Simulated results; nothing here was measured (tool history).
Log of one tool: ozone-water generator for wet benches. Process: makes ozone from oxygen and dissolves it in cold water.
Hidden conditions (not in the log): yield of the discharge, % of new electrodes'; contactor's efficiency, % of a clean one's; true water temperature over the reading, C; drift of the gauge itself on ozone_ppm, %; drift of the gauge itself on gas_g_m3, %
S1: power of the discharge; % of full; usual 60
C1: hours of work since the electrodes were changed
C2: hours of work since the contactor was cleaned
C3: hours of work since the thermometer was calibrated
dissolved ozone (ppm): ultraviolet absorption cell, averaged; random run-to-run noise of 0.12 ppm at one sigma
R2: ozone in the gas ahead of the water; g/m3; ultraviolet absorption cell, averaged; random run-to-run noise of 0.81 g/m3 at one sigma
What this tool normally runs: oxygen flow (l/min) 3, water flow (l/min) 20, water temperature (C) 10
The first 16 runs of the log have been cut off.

Run 17, hour 1744.4: usual settings; C1 5537; C2 924; C3 941. Result: dissolved ozone (ppm) 11.1, R2 127.9 g/m3.
Run 18, hour 1884.3: usual settings; C1 5653; C2 1041; C3 1057. Result: dissolved ozone (ppm) 11.1, R2 127.4 g/m3.
Run 19, hour 1985.3: usual settings but S1 80 % of full, water flow (l/min) 15; C1 5737; C2 1124; C3 1141. Result: dissolved ozone (ppm) 17.6, R2 155.4 g/m3.
Run 20, hour 2120.4: usual settings but S1 80 % of full, water flow (l/min) 15; C1 5849; C2 1236; C3 1253. Result: dissolved ozone (ppm) 17.6, R2 157 g/m3.
Run 21, hour 2238.6: usual settings but S1 83 % of full, oxygen flow (l/min) 4.25; C1 5947; C2 1335; C3 1351. Result: dissolved ozone (ppm) 14.3, R2 130 g/m3.
Run 22, hour 2305.1: usual settings but S1 83 % of full, oxygen flow (l/min) 2.44, water flow (l/min) 27; C1 6002; C2 1390; C3 1406. Result: dissolved ozone (ppm) 10, R2 183.5 g/m3.
Run 23, hour 2403.9: usual settings but S1 83 % of full, oxygen flow (l/min) 2.44, water flow (l/min) 27; C1 6084; C2 1472; C3 1488. Result: dissolved ozone (ppm) 10.1, R2 183.3 g/m3.
Run 24, hour 2520: usual settings; C1 6181; C2 1568; C3 1584. Result: dissolved ozone (ppm) 10.9, R2 124.9 g/m3.
Run 25, hour 2630.6: usual settings but S1 43 % of full, oxygen flow (l/min) 1.75; C1 6273; C2 1660; C3 1676. Result: dissolved ozone (ppm) 8, R2 137.8 g/m3.
Run 26, hour 2734.7: usual settings but S1 46 % of full, oxygen flow (l/min) 1.75, water temperature (C) 6; C1 6359; C2 1746; C3 1763. Result: dissolved ozone (ppm) 8.7, R2 146.1 g/m3.
Run 27, hour 2841.5: usual settings but S1 46 % of full, oxygen flow (l/min) 1.75, water temperature (C) 6; C1 6448; C2 1835; C3 1851. Result: dissolved ozone (ppm) 8.3, R2 146.3 g/m3.
Run 28, hour 2929.1: usual settings but water flow (l/min) 25, water temperature (C) 18; C1 6520; C2 1908; C3 1924. Result: dissolved ozone (ppm) 8.2, R2 127.5 g/m3.
Run 29, hour 3033.6: usual settings but S1 86 % of full, oxygen flow (l/min) 3.35, water flow (l/min) 24, water temperature (C) 6; C1 6607; C2 1994; C3 2011. Result: dissolved ozone (ppm) 12.4, R2 154.6 g/m3.
Run 30, hour 3137.2: usual settings but S1 61 % of full, oxygen flow (l/min) 3.35, water flow (l/min) 24, water temperature (C) 6; C1 6693; C2 2080; C3 2097. Result: dissolved ozone (ppm) 9.7, R2 119.5 g/m3.
Run 31, hour 3228.1: usual settings but water flow (l/min) 31; C1 6768; C2 2156; C3 2172. Result: dissolved ozone (ppm) 7, R2 126.3 g/m3.

Forecast run 32:
Run 32, hour 3290.3: usual settings but water flow (l/min) 31; C1 6820; C2 2207; C3 2224. Result: dissolved ozone (ppm) ?, R2 ?.

{"run 32": {"dissolved ozone (ppm)": 7.3, "R2": 126.8}}
With the hidden condition absent and the run-to-run variation left alone, this run would have shown dissolved ozone (ppm) 7.3, R2 127 g/m3.
